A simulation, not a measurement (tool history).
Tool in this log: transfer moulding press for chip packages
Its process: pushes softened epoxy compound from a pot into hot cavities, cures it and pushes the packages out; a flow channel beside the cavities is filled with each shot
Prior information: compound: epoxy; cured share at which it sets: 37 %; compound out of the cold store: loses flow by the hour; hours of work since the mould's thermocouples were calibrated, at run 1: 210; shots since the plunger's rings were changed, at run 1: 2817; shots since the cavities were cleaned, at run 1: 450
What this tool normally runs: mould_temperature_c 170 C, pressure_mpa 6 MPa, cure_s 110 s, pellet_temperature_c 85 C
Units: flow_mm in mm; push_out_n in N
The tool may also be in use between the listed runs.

run	hour	mould_temperature_c	pressure_mpa	cure_s	pellet_temperature_c	hours of work since the mould's thermocouples were calibrated	shots since the plunger's rings were changed	shots since the cavities were cleaned	incoming compound's hours out of the cold store	flow_mm	push_out_n
1	0	170	6	110	85	210	2817	450	11.1	967	945
2	17.1	170	6.04	110	85	222	3016	649	32.2	867	996
# hour 26.7: cavities cleaned with cleaning compound and waxed
3	36.6	170	6	110	85	234	3225	116	45.4	819	654
4	56.4	170	6	110	85	247	3455	346	46.2	797	820
5	73.2	170	6	110	85	258	3650	541	40.7	822	906
# hour 91: cavities cleaned with cleaning compound and waxed
6	95.5	170	6	110	93	271	3892	53	40	811	603
7	118.9	170	6	110	93	287	4163	324	47.5	794	798
8	139.2	170	6	110	93	300	4400	561	33.4	837	914
# hour 156.4: cavities cleaned with cleaning compound and waxed
9	167.7	170	6	110	93	318	4713	130	28.2	840	648
10	199	170	6	110	93	338	5077	494	19.5	865	897
# hour 223.2: cavities cleaned with cleaning compound and waxed
11	232.4	170	6	110	93	359	5449	107	43.4	768	604
12	257.8	170	6	110	93	376	5744	402	31.8	805	842
13	283.4	170	6	110	95	393	6041	699	27.6	820	957
# hour 288.3: cavities cleaned with cleaning compound and waxed
14	316.1	170	6	110	95	413	6404	323	32.5	807	790
15	334.1	170	6	110	95	425	6613	532	12.3	872	921
# hour 353.2: cavities cleaned with cleaning compound and waxed
# hour 358: plunger's sealing rings changed
16	363	170	6	110	95	441	58	85	11.9	1001	626
17	379.6	166	6	93	95	452	251	278	27.4	947	1306
18	397.1	172	7.29	149	92	464	455	482	20.9	1058	761
# hour 420.1: cavities cleaned with cleaning compound and waxed
19	425.7	177	6	110	93	482	769	65	35.6	876	535
20	442.8	177	6	110	93	493	969	265	40.1	856	639
21	458.2	170	4.98	110	85	503	1147	443	10	910	910
22	481.5	170	4.98	110	85	518	1418	714	47.3	756	919
# hour 484.8: cavities cleaned with cleaning compound and waxed
23	501.5	175	7.48	133	90	530	1634	195	23.8	1013	609
24	530.2	164	6	106	92	549	1966	527	11	989	1393

Forecast run 25:
# hour 549.9: cavities cleaned with cleaning compound and waxed
25	553.2	170	5.68	110	84	563	2216	38	14.4	?	?

For run 25 the tool returned flow_mm 916 mm, push_out_n 572 N.
Without the tool's hidden state the same run would have given flow_mm 958 mm, push_out_n 548 N.
